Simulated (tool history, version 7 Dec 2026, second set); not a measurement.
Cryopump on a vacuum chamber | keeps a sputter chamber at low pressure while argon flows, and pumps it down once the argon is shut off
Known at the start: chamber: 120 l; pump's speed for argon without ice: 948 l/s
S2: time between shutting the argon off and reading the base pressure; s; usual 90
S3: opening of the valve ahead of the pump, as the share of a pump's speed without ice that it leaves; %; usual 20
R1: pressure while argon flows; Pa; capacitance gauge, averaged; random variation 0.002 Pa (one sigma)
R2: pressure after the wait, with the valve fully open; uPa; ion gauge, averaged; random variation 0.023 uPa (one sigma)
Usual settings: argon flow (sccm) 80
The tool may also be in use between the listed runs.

Run 1, hour 0.0: usual settings. Result: R1 0.7267 Pa, R2 1.12 uPa.
Run 2, hour 22.8: usual settings. Result: R1 0.7260 Pa, R2 1.19 uPa.
Run 3, hour 53.7: usual settings. Result: R1 0.7226 Pa, R2 1.25 uPa.
Run 4, hour 83.1: usual settings. Result: R1 0.7276 Pa, R2 1.22 uPa.
Run 5, hour 98.6: usual settings. Result: R1 0.7256 Pa, R2 1.26 uPa.
Run 6, hour 120.2: usual settings. Result: R1 0.7261 Pa, R2 1.25 uPa.
Run 7, hour 146.8: usual settings. Result: R1 0.7243 Pa, R2 1.30 uPa.
Run 8, hour 174.3: usual settings but S3 36 %. Result: R1 0.4114 Pa, R2 1.26 uPa.
Run 9, hour 191.0: usual settings. Result: R1 0.7267 Pa, R2 1.42 uPa.
Run 10, hour 206.2: usual settings. Result: R1 0.7264 Pa, R2 1.37 uPa.
Run 11, hour 229.5: usual settings. Result: R1 0.7280 Pa, R2 1.33 uPa.
Run 12, hour 253.3: usual settings. Result: R1 0.7329 Pa, R2 1.34 uPa.
Run 13, hour 282.5: usual settings but argon flow (sccm) 56, S2 30 s, S3 16 %. Result: R1 0.6355 Pa, R2 2.29 uPa.
Run 14, hour 295.7: usual settings but argon flow (sccm) 126, S2 111 s, S3 43 %. Result: R1 0.5492 Pa, R2 1.33 uPa.
Run 15, hour 311.9: usual settings but argon flow (sccm) 126, S2 111 s, S3 43 %. Result: R1 0.5497 Pa, R2 1.37 uPa.
Run 16, hour 335.1: usual settings but argon flow (sccm) 126, S2 111 s, S3 43 %. Result: R1 0.5505 Pa, R2 1.40 uPa.
Run 17, hour 354.8: usual settings but argon flow (sccm) 50, S2 57 s, S3 38 %. Result: R1 0.2454 Pa, R2 1.74 uPa.
Run 18, hour 373.4: usual settings but argon flow (sccm) 50, S2 57 s, S3 50 %. Result: R1 0.1899 Pa, R2 1.74 uPa.
Run 19, hour 390.9: usual settings but argon flow (sccm) 50, S2 57 s, S3 50 %. Result: R1 0.1912 Pa, R2 1.82 uPa.
Run 20, hour 409.5: usual settings but argon flow (sccm) 105, S2 76 s, S3 24 %. Result: R1 0.8075 Pa, R2 1.59 uPa.
Run 21, hour 435.6: usual settings but argon flow (sccm) 105, S2 76 s, S3 24 %. Result: R1 0.8020 Pa, R2 1.64 uPa.
Run 22, hour 454.3: usual settings but argon flow (sccm) 105, S2 76 s, S3 38 %. Result: R1 0.5175 Pa, R2 1.63 uPa.
Run 23, hour 480.2: usual settings but argon flow (sccm) 36. Result: R1 0.3307 Pa, R2 1.62 uPa.

5 ways to go on from here, each from the tool as it stands after run 23. What would each give?
Run A, hour 500.1: usual settings but argon flow (sccm) 100, S2 150 s. Result: R1 ?, R2 ?.
Run B, hour 500.1: usual settings but argon flow (sccm) 40. Result: R1 ?, R2 ?.
Run C, hour 500.1: usual settings but argon flow (sccm) 95. Result: R1 ?, R2 ?.
Run D, hour 500.1: usual settings but argon flow (sccm) 146, S2 65 s, S3 24 %. Result: R1 ?, R2 ?.
Run E, hour 500.1: usual settings but argon flow (sccm) 51. Result: R1 ?, R2 ?.

run      R1    R2
  A  0.9170  1.39
  B  0.3670  1.65
  C  0.8680  1.66
  D  1.1214  1.76
  E  0.4682  1.60
Without the tool's hidden state the same runs would have given:
run      R1    R2
  A  0.8903  0.57
  B  0.3564  0.80
  C  0.8428  0.82
  D  1.0825  0.93
  E  0.4546  0.77
